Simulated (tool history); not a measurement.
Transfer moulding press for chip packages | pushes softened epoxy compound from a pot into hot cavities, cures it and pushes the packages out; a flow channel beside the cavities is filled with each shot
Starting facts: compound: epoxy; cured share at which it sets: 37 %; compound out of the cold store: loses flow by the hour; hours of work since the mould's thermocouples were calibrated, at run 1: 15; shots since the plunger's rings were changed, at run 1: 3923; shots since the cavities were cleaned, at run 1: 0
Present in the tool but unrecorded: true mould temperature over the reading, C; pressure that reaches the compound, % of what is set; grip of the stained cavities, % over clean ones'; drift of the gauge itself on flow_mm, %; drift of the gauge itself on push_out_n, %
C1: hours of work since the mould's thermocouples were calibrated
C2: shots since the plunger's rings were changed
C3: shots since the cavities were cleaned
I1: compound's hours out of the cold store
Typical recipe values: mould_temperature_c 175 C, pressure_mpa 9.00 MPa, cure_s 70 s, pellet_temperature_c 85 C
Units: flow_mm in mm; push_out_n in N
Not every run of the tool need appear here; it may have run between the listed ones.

run 1 hour=0.0 | mould_temperature_c=175 pressure_mpa=9.00 cure_s=70 pellet_temperature_c=85 | C1=15 C2=3923 C3=0 | I1=42.6 | flow_mm=818 push_out_n=283
run 2 hour=19.6 | mould_temperature_c=175 pressure_mpa=9.00 cure_s=70 pellet_temperature_c=85 | C1=24 C2=4142 C3=219 | I1=29.9 | flow_mm=853 push_out_n=410
run 3 hour=42.5 | mould_temperature_c=175 pressure_mpa=9.00 cure_s=70 pellet_temperature_c=85 | C1=34 C2=4398 C3=475 | I1=27.9 | flow_mm=869 push_out_n=494
-- hour=48.7 cavities cleaned with cleaning compound and waxed
run 4 hour=58.0 | mould_temperature_c=175 pressure_mpa=9.00 cure_s=70 pellet_temperature_c=85 | C1=40 C2=4553 C3=104 | I1=35.0 | flow_mm=827 push_out_n=599
run 5 hour=72.1 | mould_temperature_c=175 pressure_mpa=9.00 cure_s=70 pellet_temperature_c=85 | C1=47 C2=4710 C3=261 | I1=15.2 | flow_mm=918 push_out_n=617
-- hour=95.2 cavities cleaned with cleaning compound and waxed
run 6 hour=100.3 | mould_temperature_c=175 pressure_mpa=10.38 cure_s=70 pellet_temperature_c=85 | C1=59 C2=5008 C3=57 | I1=25.5 | flow_mm=913 push_out_n=354
-- hour=120.4 cavities cleaned with cleaning compound and waxed, once more
run 7 hour=130.4 | mould_temperature_c=179 pressure_mpa=9.00 cure_s=75 pellet_temperature_c=85 | C1=72 C2=5327 C3=112 | I1=40.1 | flow_mm=778 push_out_n=341
run 8 hour=149.9 | mould_temperature_c=181 pressure_mpa=9.30 cure_s=106 pellet_temperature_c=85 | C1=81 C2=5544 C3=329 | I1=31.6 | flow_mm=841 push_out_n=401
-- hour=168.2 cavities cleaned with cleaning compound and waxed
run 9 hour=169.5 | mould_temperature_c=169 pressure_mpa=7.93 cure_s=55 pellet_temperature_c=85 | C1=89 C2=5746 C3=14 | I1=43.3 | flow_mm=765 push_out_n=680
run 10 hour=197.2 | mould_temperature_c=182 pressure_mpa=9.54 cure_s=58 pellet_temperature_c=94 | C1=102 C2=6054 C3=322 | I1=26.8 | flow_mm=843 push_out_n=466
-- hour=216.1 cavities cleaned with cleaning compound and waxed
run 11 hour=224.5 | mould_temperature_c=182 pressure_mpa=9.54 cure_s=58 pellet_temperature_c=94 | C1=113 C2=6342 C3=93 | I1=43.6 | flow_mm=776 push_out_n=340
-- hour=254.4 plunger's sealing rings changed
run 12 hour=256.6 | mould_temperature_c=175 pressure_mpa=9.00 cure_s=70 pellet_temperature_c=89 | C1=127 C2=24 C3=423 | I1=37.9 | flow_mm=878 push_out_n=495

The logged runs with the hidden state left out (each run's random variation unchanged):
run=1 flow_mm=864 push_out_n=281
run=2 flow_mm=904 push_out_n=291
run=3 flow_mm=924 push_out_n=280
run=4 flow_mm=883 push_out_n=298
run=5 flow_mm=981 push_out_n=299
run=6 flow_mm=982 push_out_n=316
run=7 flow_mm=840 push_out_n=269
run=8 flow_mm=910 push_out_n=249
run=9 flow_mm=831 push_out_n=644
run=10 flow_mm=920 push_out_n=287
run=11 flow_mm=851 push_out_n=276
run=12 flow_mm=880 push_out_n=289
